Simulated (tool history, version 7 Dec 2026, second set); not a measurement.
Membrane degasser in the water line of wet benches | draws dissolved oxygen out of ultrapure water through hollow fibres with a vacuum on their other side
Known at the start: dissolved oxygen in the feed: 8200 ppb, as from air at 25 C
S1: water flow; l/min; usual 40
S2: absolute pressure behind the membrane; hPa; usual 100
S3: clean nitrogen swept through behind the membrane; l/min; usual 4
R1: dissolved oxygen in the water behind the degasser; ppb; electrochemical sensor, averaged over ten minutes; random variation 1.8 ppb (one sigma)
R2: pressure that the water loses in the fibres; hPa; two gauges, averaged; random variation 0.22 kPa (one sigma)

Run 1, hour 0: usual settings. Result: R1 182.6 ppb, R2 517.2 hPa.
Run 2, hour 24.9: usual settings. Result: R1 178.9 ppb, R2 516.6 hPa.
Run 3, hour 71.1: usual settings. Result: R1 183.7 ppb, R2 519.1 hPa.
Run 4, hour 95: usual settings. Result: R1 181.5 ppb, R2 519.4 hPa.
Run 5, hour 118.4: usual settings. Result: R1 183.7 ppb, R2 517.7 hPa.
Run 6, hour 158.2: usual settings but S2 157 hPa. Result: R1 307.5 ppb, R2 522.2 hPa.
Run 7, hour 185.2: usual settings but S1 58 l/min, S2 157 hPa. Result: R1 491.3 ppb, R2 753.6 hPa.
Run 8, hour 224.9: usual settings but S1 58 l/min, S2 157 hPa. Result: R1 493.3 ppb, R2 754.8 hPa.
Run 9, hour 253.9: usual settings. Result: R1 183.6 ppb, R2 523 hPa.
Run 10, hour 289.2: usual settings but S2 151 hPa. Result: R1 300.4 ppb, R2 519.8 hPa.
Run 11, hour 322.7: usual settings. Result: R1 182.3 ppb, R2 518.2 hPa.
Run 12, hour 365.3: usual settings but S3 4.26 l/min. Result: R1 175.4 ppb, R2 519.9 hPa.
Run 13, hour 398.1: usual settings but S3 4.26 l/min. Result: R1 175.9 ppb, R2 519.2 hPa.
Run 14, hour 419.4: usual settings but S1 27 l/min. Result: R1 117.6 ppb, R2 353.3 hPa.
Run 15, hour 443.6: usual settings. Result: R1 182.9 ppb, R2 518.4 hPa.
Run 16, hour 465.2: usual settings. Result: R1 186.6 ppb, R2 523 hPa.
Run 17, hour 502.6: usual settings. Result: R1 180.1 ppb, R2 519.9 hPa.
Run 18, hour 525.8: usual settings but S1 26 l/min, S2 78 hPa, S3 2.53 l/min. Result: R1 118.7 ppb, R2 339.7 hPa.
Run 19, hour 549.8: usual settings but S1 33 l/min. Result: R1 145.7 ppb, R2 430.5 hPa.
Run 20, hour 573.1: usual settings but S1 38 l/min, S3 2.55 l/min. Result: R1 251.4 ppb, R2 494.9 hPa.
Run 21, hour 601.5: usual settings but S1 37 l/min, S2 106 hPa, S3 2.66 l/min. Result: R1 251.2 ppb, R2 482.9 hPa.
Run 22, hour 632.8: usual settings but S1 44 l/min, S2 164 hPa, S3 9.73 l/min. Result: R1 178.2 ppb, R2 574.4 hPa.
Run 23, hour 675: usual settings but S1 58 l/min, S2 239 hPa, S3 1.71 l/min. Result: R1 1366.9 ppb, R2 756.5 hPa.
Run 24, hour 700: usual settings but S1 33 l/min, S2 115 hPa, S3 3.39 l/min. Result: R1 201.2 ppb, R2 432.2 hPa.
Run 25, hour 743.4: usual settings but S1 30 l/min, S2 175 hPa, S3 8.19 l/min. Result: R1 135.1 ppb, R2 394.7 hPa.
Run 26, hour 774.2: usual settings but S1 30 l/min, S2 175 hPa, S3 8.19 l/min. Result: R1 135.4 ppb, R2 393.8 hPa.
Run 27, hour 803.6: usual settings but S1 30 l/min, S2 175 hPa, S3 8.19 l/min. Result: R1 135.3 ppb, R2 392.4 hPa.
Run 28, hour 834.3: usual settings but S1 30 l/min, S2 175 hPa, S3 8.19 l/min. Result: R1 136.2 ppb, R2 392.3 hPa.
Run 29, hour 871.2: usual settings but S1 31 l/min, S2 80 hPa, S3 6.46 l/min. Result: R1 65.9 ppb, R2 407.9 hPa.
Run 30, hour 902.5: usual settings but S1 31 l/min, S2 80 hPa, S3 6.46 l/min. Result: R1 64.9 ppb, R2 404.6 hPa.
Run 31, hour 938.4: usual settings but S1 62 l/min, S2 127 hPa. Result: R1 442.7 ppb, R2 809.7 hPa.

Forecast each of these 3 alternatives for the next run:
Run A, hour 979.4: usual settings but S2 204 hPa. Result: R1 ?, R2 ?.
Run B, hour 979.4: usual settings but S1 39 l/min, S2 134 hPa, S3 2.53 l/min. Result: R1 ?, R2 ?.
Run C, hour 979.4: usual settings but S1 29 l/min, S2 94 hPa, S3 9.05 l/min. Result: R1 ?, R2 ?.

run     R1     R2
  A  419.4  522.8
  B  371.4    510
  C   55.1  379.9
Without the tool's hidden state the same runs would have given:
run     R1     R2
  A  410.2  519.1
  B  360.5  506.5
  C   52.3  377.3

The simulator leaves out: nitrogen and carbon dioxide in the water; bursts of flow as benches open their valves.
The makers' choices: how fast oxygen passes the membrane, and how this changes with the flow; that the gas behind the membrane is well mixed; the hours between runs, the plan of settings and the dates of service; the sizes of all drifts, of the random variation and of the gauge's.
